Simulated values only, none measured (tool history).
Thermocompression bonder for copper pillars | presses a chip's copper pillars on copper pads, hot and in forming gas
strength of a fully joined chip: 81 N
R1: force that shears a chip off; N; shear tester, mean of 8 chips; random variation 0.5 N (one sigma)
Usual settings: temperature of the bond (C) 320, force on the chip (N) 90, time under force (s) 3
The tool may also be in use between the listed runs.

{"run": 1, "hour": 0.0, "temperature of the bond (C)": 320, "force on the chip (N)": 90, "time under force (s)": 3, "R1": 44.9}
{"run": 2, "hour": 17.0, "temperature of the bond (C)": 320, "force on the chip (N)": 90, "time under force (s)": 3, "R1": 45.8}
{"run": 3, "hour": 31.9, "temperature of the bond (C)": 320, "force on the chip (N)": 90, "time under force (s)": 8, "R1": 59.4}
{"run": 4, "hour": 41.9, "temperature of the bond (C)": 320, "force on the chip (N)": 90, "time under force (s)": 8, "R1": 58.8}
{"run": 5, "hour": 62.7, "temperature of the bond (C)": 320, "force on the chip (N)": 90, "time under force (s)": 3, "R1": 45}
{"run": 6, "hour": 83.2, "temperature of the bond (C)": 320, "force on the chip (N)": 88, "time under force (s)": 3, "R1": 44.2}
{"run": 7, "hour": 93.7, "temperature of the bond (C)": 320, "force on the chip (N)": 88, "time under force (s)": 3, "R1": 44.4}
{"run": 8, "hour": 103.7, "temperature of the bond (C)": 320, "force on the chip (N)": 90, "time under force (s)": 3, "R1": 44.9}
{"run": 9, "hour": 124.5, "temperature of the bond (C)": 320, "force on the chip (N)": 59, "time under force (s)": 3, "R1": 31.6}
{"run": 10, "hour": 134.1, "temperature of the bond (C)": 320, "force on the chip (N)": 59, "time under force (s)": 3, "R1": 31.9}
{"run": 11, "hour": 146.1, "temperature of the bond (C)": 320, "force on the chip (N)": 87, "time under force (s)": 3, "R1": 44}
{"run": 12, "hour": 166.9, "temperature of the bond (C)": 320, "force on the chip (N)": 106, "time under force (s)": 3, "R1": 51.1}
{"run": 13, "hour": 183.1, "temperature of the bond (C)": 320, "force on the chip (N)": 89, "time under force (s)": 5, "R1": 52.4}
{"run": 14, "hour": 198.9, "temperature of the bond (C)": 315, "force on the chip (N)": 89, "time under force (s)": 7, "R1": 54.7}
{"run": 15, "hour": 215.5, "temperature of the bond (C)": 315, "force on the chip (N)": 89, "time under force (s)": 7, "R1": 53.6}
{"run": 16, "hour": 229.1, "temperature of the bond (C)": 307, "force on the chip (N)": 60, "time under force (s)": 3, "R1": 26.6}
{"run": 17, "hour": 241.9, "temperature of the bond (C)": 307, "force on the chip (N)": 60, "time under force (s)": 3, "R1": 27.5}
{"run": 18, "hour": 253.5, "temperature of the bond (C)": 320, "force on the chip (N)": 67, "time under force (s)": 2, "R1": 30.6}
{"run": 19, "hour": 265.2, "temperature of the bond (C)": 320, "force on the chip (N)": 67, "time under force (s)": 2, "R1": 30.3}
{"hour": 270.0, "done": "force cell calibrated"}
{"run": 20, "hour": 282.6, "temperature of the bond (C)": 320, "force on the chip (N)": 100, "time under force (s)": 3, "R1": 49.4}
{"run": 21, "hour": 294.4, "temperature of the bond (C)": 300, "force on the chip (N)": 92, "time under force (s)": 6, "R1": 46.5}

The same runs without the tool's hidden state, with the same run-to-run variation:
The hidden state here: true temperature of the bond over the reading, C; force that reaches the chip, % of what is set; oxide that the forming gas leaves, % of the face; drift of the gauge itself on shear_n, %.
run=1 R1=44.8
run=2 R1=45.7
run=3 R1=59.5
run=4 R1=59
run=5 R1=45.1
run=6 R1=44.3
run=7 R1=44.5
run=8 R1=45
run=9 R1=31.7
run=10 R1=32
run=11 R1=44.2
run=12 R1=51.6
run=13 R1=53
run=14 R1=55.4
run=15 R1=54.3
run=16 R1=26.8
run=17 R1=27.6
run=18 R1=30.9
run=19 R1=30.7
run=20 R1=49.1
run=21 R1=46
